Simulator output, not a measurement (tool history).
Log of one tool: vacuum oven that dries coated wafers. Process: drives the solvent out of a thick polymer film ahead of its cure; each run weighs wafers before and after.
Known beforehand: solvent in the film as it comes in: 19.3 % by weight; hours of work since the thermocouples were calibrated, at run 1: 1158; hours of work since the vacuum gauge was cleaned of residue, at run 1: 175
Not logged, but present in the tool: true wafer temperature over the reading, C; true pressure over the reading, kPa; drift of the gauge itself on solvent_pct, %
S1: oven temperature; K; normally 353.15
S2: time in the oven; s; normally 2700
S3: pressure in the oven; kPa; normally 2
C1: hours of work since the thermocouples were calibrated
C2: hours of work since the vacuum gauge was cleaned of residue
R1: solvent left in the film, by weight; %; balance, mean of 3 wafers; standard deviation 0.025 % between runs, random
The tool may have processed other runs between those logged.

run	day	S1	S2	S3	C1	C2	R1
1	0	353.15	2700	2	1158	175	2.99
2	0.338	353.15	2700	2	1163	180	3.02
3	0.65	344.15	2700	2	1167	185	5.45
4	0.929	344.15	2700	2	1171	189	5.41
5	1.258	344.15	2700	2	1176	193	5.4
6	1.671	344.15	3960	2	1182	199	3.62
7	1.938	354.15	2880	5.26	1186	203	3.98
# day 2.062: oven's thermocouples calibrated
8	2.425	350.15	1800	2	5	209	5.54
9	2.896	364.15	3060	1.7	12	215	0.87
# day 3.162: oven's thermocouples calibrated, once more
10	3.254	361.15	2700	2	1	219	1.62
11	3.692	362.15	3960	1.07	7	225	0.61
12	4.129	364.15	3960	1.09	14	232	0.52

Below are 3 alternative next runs, each starting from the tool's condition after run 12. Predict each:
A	4.529	356.15	3960	1.09	19	237	?
B	4.529	353.15	1500	5.14	19	237	?
C	4.529	353.15	1500	2	19	237	?

run	R1
A	1.06
B	7.1
C	6.06
With no hidden state in the tool, these same runs would have given:
run	R1
A	1.11
B	7.28
C	6.23

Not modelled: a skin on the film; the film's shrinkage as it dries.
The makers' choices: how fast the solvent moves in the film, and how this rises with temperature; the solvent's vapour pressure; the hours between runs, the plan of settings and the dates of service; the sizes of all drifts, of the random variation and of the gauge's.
